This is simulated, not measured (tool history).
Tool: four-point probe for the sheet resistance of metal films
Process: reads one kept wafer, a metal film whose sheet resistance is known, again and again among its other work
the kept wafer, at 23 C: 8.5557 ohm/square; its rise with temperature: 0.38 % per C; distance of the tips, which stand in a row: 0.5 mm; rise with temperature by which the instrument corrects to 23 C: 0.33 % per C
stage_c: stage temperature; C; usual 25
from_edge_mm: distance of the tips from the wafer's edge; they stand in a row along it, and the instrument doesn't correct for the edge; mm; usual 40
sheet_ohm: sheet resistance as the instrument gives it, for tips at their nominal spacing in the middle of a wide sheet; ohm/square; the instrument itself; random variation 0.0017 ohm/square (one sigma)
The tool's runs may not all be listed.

run,hour,stage_c,from_edge_mm,sheet_ohm
1,0,25,40,8.52986
2,51.5,25,40,8.526602
3,147.6,25,17,8.524674
4,211.9,25,40,8.51876
5,266.4,25,34,8.514744
6,361.5,25,40,8.510275
7,424.8,25,40,8.510661
8,487.2,25,40,8.507914
9,542.6,33,40,8.530877
# hour 551: stage's thermometer calibrated
10,608.6,25,44,8.498643
11,685.1,25,40,8.499196
12,779.2,25,40,8.495603
# hour 810: stage's thermometer calibrated, once more
13,831.6,25,40,8.481431
14,905.9,25,40,8.479303
15,966.2,25,40,8.475587
16,1034.1,18,44,8.448547
17,1110.4,22,67,8.46066
18,1150.5,22,67,8.45556
19,1247.9,26,33,8.469777
20,1292.5,19,4,8.512998
21,1344.9,19,4,8.508045
22,1400.3,33,3,8.607828
23,1442.3,31,16,8.479163
24,1508.9,30,17,8.468412

The next listed run, before its measurement:
25,1578.7,30,40,?

{"run 25": {"sheet_ohm": 8.467113}}
Without the tool's hidden state the same run would have given sheet_ohm 8.582853 ohm/square.
